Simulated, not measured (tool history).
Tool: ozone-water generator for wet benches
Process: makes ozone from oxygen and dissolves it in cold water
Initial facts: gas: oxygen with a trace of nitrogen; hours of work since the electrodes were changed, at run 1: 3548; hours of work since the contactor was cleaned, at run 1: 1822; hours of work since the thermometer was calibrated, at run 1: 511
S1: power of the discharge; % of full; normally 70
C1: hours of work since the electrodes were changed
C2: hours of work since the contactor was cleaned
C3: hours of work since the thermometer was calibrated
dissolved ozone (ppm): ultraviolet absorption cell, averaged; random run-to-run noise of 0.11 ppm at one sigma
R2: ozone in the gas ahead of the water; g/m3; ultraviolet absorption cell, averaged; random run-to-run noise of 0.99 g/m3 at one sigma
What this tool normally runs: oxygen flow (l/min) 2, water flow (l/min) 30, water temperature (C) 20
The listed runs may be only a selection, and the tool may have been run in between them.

Run 1, hour 0: usual settings; C1 3548; C2 1822; C3 511. Result: dissolved ozone (ppm) 7.1, R2 153.7 g/m3.
Run 2, hour 103.3: usual settings; C1 3630; C2 1904; C3 593. Result: dissolved ozone (ppm) 7.1, R2 153.1 g/m3.
Run 3, hour 265.1: usual settings; C1 3759; C2 2033; C3 721. Result: dissolved ozone (ppm) 7, R2 153 g/m3.
Run 4, hour 408.6: usual settings; C1 3873; C2 2147; C3 836. Result: dissolved ozone (ppm) 6.9, R2 154 g/m3.
At hour 420.4: contactor cleaned.
Run 5, hour 502.2: usual settings; C1 3945; C2 65; C3 907. Result: dissolved ozone (ppm) 7, R2 153.1 g/m3.
Run 6, hour 589.9: usual settings but oxygen flow (l/min) 1.73; C1 4014; C2 135; C3 977. Result: dissolved ozone (ppm) 6.7, R2 164 g/m3.
Run 7, hour 680.6: usual settings but oxygen flow (l/min) 1.82; C1 4086; C2 207; C3 1049. Result: dissolved ozone (ppm) 6.6, R2 160.9 g/m3.
Run 8, hour 800.9: usual settings but S1 73 % of full, oxygen flow (l/min) 1.25, water flow (l/min) 25; C1 4182; C2 303; C3 1144. Result: dissolved ozone (ppm) 7.2, R2 200.5 g/m3.
Run 9, hour 942.8: usual settings but oxygen flow (l/min) 2.12, water flow (l/min) 33, water temperature (C) 14; C1 4295; C2 416; C3 1257. Result: dissolved ozone (ppm) 6.6, R2 147.3 g/m3.
Run 10, hour 1065: usual settings but S1 58 % of full, oxygen flow (l/min) 1.7, water flow (l/min) 23, water temperature (C) 18; C1 4392; C2 513; C3 1354. Result: dissolved ozone (ppm) 7.8, R2 150.2 g/m3.

5 ways to go on from here, each from the tool as it stands after run 10. What would each give?
Run A, hour 1137.6: usual settings but water flow (l/min) 23, water temperature (C) 15; C1 4450; C2 570; C3 1412. Result: dissolved ozone (ppm) ?, R2 ?.
Run B, hour 1137.6: usual settings but S1 97 % of full, oxygen flow (l/min) 1.7, water flow (l/min) 19, water temperature (C) 18; C1 4450; C2 570; C3 1412. Result: dissolved ozone (ppm) ?, R2 ?.
Run C, hour 1137.6: usual settings but S1 58 % of full, oxygen flow (l/min) 1.21, water flow (l/min) 23, water temperature (C) 18; C1 4450; C2 570; C3 1412. Result: dissolved ozone (ppm) ?, R2 ?.
Run D, hour 1137.6: usual settings but S1 60 % of full, oxygen flow (l/min) 2.64, water flow (l/min) 25; C1 4450; C2 570; C3 1412. Result: dissolved ozone (ppm) ?, R2 ?.
Run E, hour 1137.6: usual settings but S1 96 % of full; C1 4450; C2 570; C3 1412. Result: dissolved ozone (ppm) ?, R2 ?.

run  dissolved ozone (ppm)     R2
  A                      9  150.3
  B                   11.7  190.5
  C                      7  181.4
  D                    7.7  118.3
  E                    7.9  174.1
Without the tool's hidden state the same runs would have given:
run  dissolved ozone (ppm)     R2
  A                   10.4  171.3
  B                   13.9  221.9
  C                      8  204.1
  D                    8.8  133.5
  E                    9.3  202.8
